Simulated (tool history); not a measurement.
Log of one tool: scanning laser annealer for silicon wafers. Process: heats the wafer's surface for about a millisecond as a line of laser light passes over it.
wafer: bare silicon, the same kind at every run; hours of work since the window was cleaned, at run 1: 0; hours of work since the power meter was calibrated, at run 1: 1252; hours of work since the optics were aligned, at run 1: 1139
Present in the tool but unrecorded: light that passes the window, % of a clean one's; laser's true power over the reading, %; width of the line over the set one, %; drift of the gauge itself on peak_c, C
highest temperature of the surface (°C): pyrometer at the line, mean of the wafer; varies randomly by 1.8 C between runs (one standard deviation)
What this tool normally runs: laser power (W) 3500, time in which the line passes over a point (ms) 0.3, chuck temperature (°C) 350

run	hour	laser power (W)	time in which the line passes over a point (ms)	chuck temperature (°C)	hours of work since the window was cleaned	hours of work since the power meter was calibrated	hours of work since the optics were aligned	highest temperature of the surface (°C)
1	0	3500	0.3	350	0	1252	1139	1030
2	69.5	3500	0.3	350	55	1306	1194	1029
3	109.4	3182	0.3	350	86	1338	1226	955
4	170.9	3182	0.3	350	135	1386	1274	951
5	209.6	3182	0.374	350	165	1417	1305	1008
6	261.7	3500	0.3	350	207	1458	1346	1022
7	298.3	3500	0.3	350	235	1487	1375	1021
8	372.2	3500	0.3	350	294	1545	1433	1019
9	425.1	3500	0.3	350	336	1587	1475	1015
10	478.6	2992	0.3	350	378	1629	1517	899
11	536.4	2992	0.3	350	423	1675	1563	899
12	596	2992	0.3	350	471	1722	1610	895
13	636.7	3500	0.3	350	503	1754	1642	1007
14	714.6	3500	0.3	350	564	1816	1703	1005
15	749.8	3500	0.3	350	592	1843	1731	1005
# hour 773.5: window over the wafer cleaned
16	819.6	3084	0.3	350	36	1897	1785	927
# hour 831: optics aligned, line set to its width
17	878.8	3084	0.3	350	79	1940	38	944
18	912	3084	0.3	350	105	1966	64	942
19	961.1	3084	0.3	350	144	2005	103	944
20	1033.2	3500	0.375	350	201	2062	160	1102
21	1110.3	3500	0.375	350	262	2122	220	1102
22	1169.5	3500	0.375	350	309	2169	267	1096
23	1207.8	3500	0.375	350	339	2199	297	1098
24	1281.2	3500	0.375	350	397	2257	355	1093
25	1321.6	3500	0.375	334	429	2289	387	1075
26	1398.8	3500	0.375	334	490	2350	448	1073
27	1469	3597	0.298	323	545	2406	504	1014
28	1522.2	2986	0.3	319	587	2448	546	871
# hour 1551.1: window over the wafer cleaned
29	1599.7	2978	0.274	378	38	2507	605	919
30	1667.5	3500	0.3	334	92	2561	659	1011

For run 31, what comes out?
31	1736.7	3439	0.277	350	146	2615	713	?

highest temperature of the surface (°C): 992
On a tool with no hidden condition, and with the same random variation, this run would have come out at highest temperature of the surface (°C) 1016.

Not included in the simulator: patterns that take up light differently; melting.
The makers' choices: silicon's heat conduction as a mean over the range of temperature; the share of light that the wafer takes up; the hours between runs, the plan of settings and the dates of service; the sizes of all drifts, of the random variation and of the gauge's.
